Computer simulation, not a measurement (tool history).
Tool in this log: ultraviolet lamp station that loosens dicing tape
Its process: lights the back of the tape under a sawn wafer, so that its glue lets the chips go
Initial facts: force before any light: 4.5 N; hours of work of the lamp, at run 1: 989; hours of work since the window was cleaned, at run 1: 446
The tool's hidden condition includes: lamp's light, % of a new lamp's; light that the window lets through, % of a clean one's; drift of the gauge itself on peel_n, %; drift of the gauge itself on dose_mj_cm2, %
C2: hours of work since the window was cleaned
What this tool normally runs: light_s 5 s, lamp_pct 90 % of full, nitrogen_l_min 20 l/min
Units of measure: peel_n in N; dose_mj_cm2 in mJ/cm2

Run 1, hour 0: usual settings; hours of work of the lamp 989; C2 446. Result: peel_n 0.331 N, dose_mj_cm2 625 mJ/cm2.
Run 2, hour 41.5: usual settings; hours of work of the lamp 1022; C2 479. Result: peel_n 0.345 N, dose_mj_cm2 619 mJ/cm2.
Run 3, hour 67.2: usual settings but lamp_pct 84 % of full; hours of work of the lamp 1043; C2 499. Result: peel_n 0.364 N, dose_mj_cm2 576 mJ/cm2.
Run 4, hour 92: usual settings but lamp_pct 84 % of full; hours of work of the lamp 1062; C2 519. Result: peel_n 0.361 N, dose_mj_cm2 579 mJ/cm2.
At hour 134.9: window cleaned of glue's vapour.
Run 5, hour 137.6: usual settings; hours of work of the lamp 1098; C2 2. Result: peel_n 0.338 N, dose_mj_cm2 615 mJ/cm2.
Run 6, hour 179.1: usual settings; hours of work of the lamp 1131; C2 35. Result: peel_n 0.336 N, dose_mj_cm2 614 mJ/cm2.
Run 7, hour 201.3: usual settings but lamp_pct 72 % of full; hours of work of the lamp 1148; C2 53. Result: peel_n 0.455 N, dose_mj_cm2 485 mJ/cm2.
At hour 211.6: lamp changed.
Run 8, hour 233.5: usual settings; hours of work of the lamp 17; C2 77. Result: peel_n 0.33 N, dose_mj_cm2 613 mJ/cm2.
Run 9, hour 278: usual settings but lamp_pct 74 % of full; hours of work of the lamp 53; C2 113. Result: peel_n 0.423 N, dose_mj_cm2 508 mJ/cm2.
Run 10, hour 297.8: usual settings but lamp_pct 74 % of full; hours of work of the lamp 68; C2 128. Result: peel_n 0.435 N, dose_mj_cm2 509 mJ/cm2.
Run 11, hour 328.3: usual settings; hours of work of the lamp 92; C2 152. Result: peel_n 0.337 N, dose_mj_cm2 614 mJ/cm2.
Run 12, hour 372.3: usual settings; hours of work of the lamp 127; C2 187. Result: peel_n 0.336 N, dose_mj_cm2 619 mJ/cm2.
Run 13, hour 417.1: usual settings; hours of work of the lamp 163; C2 223. Result: peel_n 0.325 N, dose_mj_cm2 615 mJ/cm2.
Run 14, hour 453: usual settings but light_s 6 s; hours of work of the lamp 191; C2 251. Result: peel_n 0.273 N, dose_mj_cm2 731 mJ/cm2.
Run 15, hour 474.4: usual settings but light_s 6 s; hours of work of the lamp 208; C2 268. Result: peel_n 0.259 N, dose_mj_cm2 733 mJ/cm2.
Run 16, hour 512.4: usual settings but light_s 6 s; hours of work of the lamp 238; C2 298. Result: peel_n 0.262 N, dose_mj_cm2 735 mJ/cm2.
Run 17, hour 552.9: usual settings but light_s 6 s; hours of work of the lamp 270; C2 330. Result: peel_n 0.256 N, dose_mj_cm2 736 mJ/cm2.
Run 18, hour 583.6: usual settings but light_s 6 s; hours of work of the lamp 295; C2 355. Result: peel_n 0.269 N, dose_mj_cm2 726 mJ/cm2.
Run 19, hour 618.5: usual settings but light_s 6 s; hours of work of the lamp 322; C2 382. Result: peel_n 0.281 N, dose_mj_cm2 731 mJ/cm2.
Run 20, hour 647.2: usual settings but light_s 6 s, nitrogen_l_min 9 l/min; hours of work of the lamp 345; C2 405. Result: peel_n 0.38 N, dose_mj_cm2 730 mJ/cm2.
Run 21, hour 671.4: usual settings; hours of work of the lamp 364; C2 424. Result: peel_n 0.333 N, dose_mj_cm2 611 mJ/cm2.
Run 22, hour 707.7: usual settings but light_s 6 s, lamp_pct 77 % of full, nitrogen_l_min 35 l/min; hours of work of the lamp 393; C2 453. Result: peel_n 0.271 N, dose_mj_cm2 623 mJ/cm2.
Run 23, hour 731.2: usual settings but light_s 2 s, lamp_pct 75 % of full, nitrogen_l_min 30 l/min; hours of work of the lamp 412; C2 471. Result: peel_n 1.354 N, dose_mj_cm2 202 mJ/cm2.
Run 24, hour 754.3: usual settings but light_s 3 s, lamp_pct 70 % of full, nitrogen_l_min 21 l/min; hours of work of the lamp 430; C2 490. Result: peel_n 0.955 N, dose_mj_cm2 285 mJ/cm2.
Run 25, hour 782.2: usual settings but light_s 3 s, lamp_pct 70 % of full, nitrogen_l_min 21 l/min; hours of work of the lamp 452; C2 512. Result: peel_n 1.026 N, dose_mj_cm2 282 mJ/cm2.
Run 26, hour 803.4: usual settings but lamp_pct 70 % of full, nitrogen_l_min 22 l/min; hours of work of the lamp 469; C2 529. Result: peel_n 0.455 N, dose_mj_cm2 473 mJ/cm2.
At hour 834.3: window cleaned of glue's vapour.
Run 27, hour 842.7: usual settings but lamp_pct 77 % of full, nitrogen_l_min 32 l/min; hours of work of the lamp 499; C2 7. Result: peel_n 0.354 N, dose_mj_cm2 516 mJ/cm2.
Run 28, hour 869.9: usual settings but lamp_pct 86 % of full; hours of work of the lamp 521; C2 28. Result: peel_n 0.354 N, dose_mj_cm2 581 mJ/cm2.
Run 29, hour 897.2: usual settings but light_s 8 s, lamp_pct 79 % of full, nitrogen_l_min 24 l/min; hours of work of the lamp 543; C2 50. Result: peel_n 0.231 N, dose_mj_cm2 862 mJ/cm2.
Run 30, hour 939.4: usual settings but light_s 4 s, lamp_pct 89 % of full, nitrogen_l_min 32 l/min; hours of work of the lamp 576; C2 83. Result: peel_n 0.377 N, dose_mj_cm2 484 mJ/cm2.
Run 31, hour 961.5: usual settings but light_s 10 s, lamp_pct 62 % of full, nitrogen_l_min 6 l/min; hours of work of the lamp 594; C2 101. Result: peel_n 0.39 N, dose_mj_cm2 835 mJ/cm2.
Run 32, hour 995.2: usual settings but light_s 10 s, lamp_pct 62 % of full, nitrogen_l_min 6 l/min; hours of work of the lamp 620; C2 127. Result: peel_n 0.396 N, dose_mj_cm2 838 mJ/cm2.
Run 33, hour 1017: usual settings but light_s 4 s, lamp_pct 67 % of full, nitrogen_l_min 7 l/min; hours of work of the lamp 638; C2 145. Result: peel_n 1.246 N, dose_mj_cm2 360 mJ/cm2.
Run 34, hour 1042.6: usual settings but light_s 4 s, lamp_pct 83 % of full, nitrogen_l_min 7 l/min; hours of work of the lamp 658; C2 165. Result: peel_n 0.95 N, dose_mj_cm2 447 mJ/cm2.
Run 35, hour 1075.8: usual settings but light_s 4 s, lamp_pct 83 % of full, nitrogen_l_min 7 l/min; hours of work of the lamp 684; C2 191. Result: peel_n 0.953 N, dose_mj_cm2 443 mJ/cm2.
Run 36, hour 1096.9: usual settings but lamp_pct 93 % of full, nitrogen_l_min 8 l/min; hours of work of the lamp 701; C2 208. Result: peel_n 0.536 N, dose_mj_cm2 624 mJ/cm2.
Run 37, hour 1123.5: usual settings but light_s 6 s, lamp_pct 65 % of full, nitrogen_l_min 10 l/min; hours of work of the lamp 722; C2 229. Result: peel_n 0.593 N, dose_mj_cm2 523 mJ/cm2.
At hour 1143.4: gauge calibrated.
Run 38, hour 1156.8: usual settings but light_s 6 s, lamp_pct 65 % of full, nitrogen_l_min 10 l/min; hours of work of the lamp 748; C2 255. Result: peel_n 0.595 N, dose_mj_cm2 542 mJ/cm2.
Run 39, hour 1185.1: usual settings but light_s 2 s, lamp_pct 71 % of full, nitrogen_l_min 9 l/min; hours of work of the lamp 771; C2 278. Result: peel_n 2.106 N, dose_mj_cm2 195 mJ/cm2.
Run 40, hour 1209: usual settings but light_s 2 s, lamp_pct 71 % of full, nitrogen_l_min 9 l/min; hours of work of the lamp 790; C2 297. Result: peel_n 2.138 N, dose_mj_cm2 199 mJ/cm2.
Run 41, hour 1237.4: usual settings but light_s 6 s, lamp_pct 69 % of full, nitrogen_l_min 17 l/min; hours of work of the lamp 812; C2 319. Result: peel_n 0.401 N, dose_mj_cm2 561 mJ/cm2.

Predict each of these 3 candidate next runs independently; none follows another, all start after run 41:
Run A, hour 1265.2: usual settings but light_s 6 s, lamp_pct 99 % of full, nitrogen_l_min 17 l/min; hours of work of the lamp 834; C2 341. Result: peel_n ?, dose_mj_cm2 ?.
Run B, hour 1265.2: usual settings but light_s 6 s, lamp_pct 69 % of full, nitrogen_l_min 29 l/min; hours of work of the lamp 834; C2 341. Result: peel_n ?, dose_mj_cm2 ?.
Run C, hour 1265.2: usual settings but light_s 6 s, lamp_pct 69 % of full, nitrogen_l_min 34 l/min; hours of work of the lamp 834; C2 341. Result: peel_n ?, dose_mj_cm2 ?.

run  peel_n  dose_mj_cm2
  A   0.259          814
  B   0.322          571
  C   0.309          565
Stripped of hidden state, with their random variation kept, the same runs would have yielded:
run  peel_n  dose_mj_cm2
  A   0.259          819
  B   0.321          575
  C   0.307          569
